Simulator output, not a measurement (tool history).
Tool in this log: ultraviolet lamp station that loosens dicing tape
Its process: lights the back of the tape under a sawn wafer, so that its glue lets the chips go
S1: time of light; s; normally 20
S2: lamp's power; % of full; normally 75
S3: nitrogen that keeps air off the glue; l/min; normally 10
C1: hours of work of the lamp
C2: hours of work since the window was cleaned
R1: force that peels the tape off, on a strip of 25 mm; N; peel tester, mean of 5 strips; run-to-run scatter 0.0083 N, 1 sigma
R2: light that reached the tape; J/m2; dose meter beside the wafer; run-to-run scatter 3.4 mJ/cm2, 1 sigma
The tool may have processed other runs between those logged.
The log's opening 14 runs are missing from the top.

| run | day | S1 | S2 | S3 | C1 | C2 | R1 | R2 |
|---|---|---|---|---|---|---|---|---|
| 15 | 8.096 | 20 | 75 | 4 | 494 | 160 | 1.068 | 4660 |
| 16 | 8.679 | 20 | 98 | 10 | 501 | 168 | 0.279 | 6060 |
| 17 | 9.392 | 33 | 75 | 10 | 510 | 177 | 0.16 | 7680 |
| 18 | 9.838 | 20 | 75 | 10 | 515 | 182 | 0.49 | 4660 |
| 19 | 10.312 | 20 | 75 | 10 | 521 | 188 | 0.518 | 4640 |
| 20 | 10.804 | 20 | 75 | 10 | 527 | 194 | 0.507 | 4560 |
| 21 | 11.283 | 20 | 75 | 10 | 533 | 200 | 0.52 | 4590 |
| 22 | 11.862 | 20 | 75 | 10 | 540 | 207 | 0.521 | 4540 |
| 23 | 12.671 | 31 | 75 | 10 | 551 | 217 | 0.19 | 6940 |
| 24 | 13.112 | 31 | 75 | 10 | 556 | 223 | 0.201 | 6950 |
| 25 | 13.629 | 16 | 76 | 20 | 562 | 229 | 0.524 | 3700 |
|  | 13.7 | window cleaned of glue's vapour |
| 26 | 14.425 | 18 | 60 | 10 | 572 | 9 | 1.196 | 3060 |
|  | 14.9 | window cleaned of glue's vapour, once more |
| 27 | 15.267 | 14 | 69 | 17 | 582 | 5 | 0.809 | 3200 |
| 28 | 15.917 | 29 | 79 | 10 | 590 | 13 | 0.162 | 7550 |
| 29 | 16.412 | 13 | 79 | 4 | 597 | 19 | 1.752 | 3380 |
| 30 | 16.858 | 13 | 79 | 4 | 602 | 24 | 1.849 | 3350 |
| 31 | 17.375 | 25 | 90 | 10 | 608 | 31 | 0.178 | 7280 |
| 32 | 17.746 | 31 | 82 | 4 | 613 | 35 | 0.29 | 8310 |
| 33 | 18.417 | 31 | 82 | 4 | 621 | 44 | 0.295 | 8250 |
| 34 | 18.962 | 20 | 75 | 16 | 628 | 50 | 0.32 | 4810 |
| 35 | 19.621 | 20 | 75 | 16 | 636 | 59 | 0.33 | 4780 |
| 36 | 20.083 | 22 | 84 | 16 | 642 | 64 | 0.199 | 5820 |
| 37 | 20.462 | 22 | 84 | 16 | 647 | 69 | 0.196 | 5910 |
| 38 | 21.083 | 28 | 62 | 5 | 655 | 77 | 0.607 | 5470 |

4 options for the next run, each taken on its own from the tool as it stands now. Forecast them:
| A | 21.662 | 20 | 85 | 5 | 662 | 84 | ? | ? |
| B | 21.662 | 16 | 72 | 10 | 662 | 84 | ? | ? |
| C | 21.662 | 39 | 62 | 14 | 662 | 84 | ? | ? |
| D | 21.662 | 16 | 62 | 5 | 662 | 84 | ? | ? |

| run | R1 | R2 |
|---|---|---|
| A | 0.656 | 5320 |
| B | 0.865 | 3620 |
| C | 0.143 | 7690 |
| D | 1.803 | 3110 |
Had the tool no hidden state, the same runs would have come out as:
| run | R1 | R2 |
|---|---|---|
| A | 0.451 | 6270 |
| B | 0.615 | 4260 |
| C | 0.12 | 9040 |
| D | 1.403 | 3660 |

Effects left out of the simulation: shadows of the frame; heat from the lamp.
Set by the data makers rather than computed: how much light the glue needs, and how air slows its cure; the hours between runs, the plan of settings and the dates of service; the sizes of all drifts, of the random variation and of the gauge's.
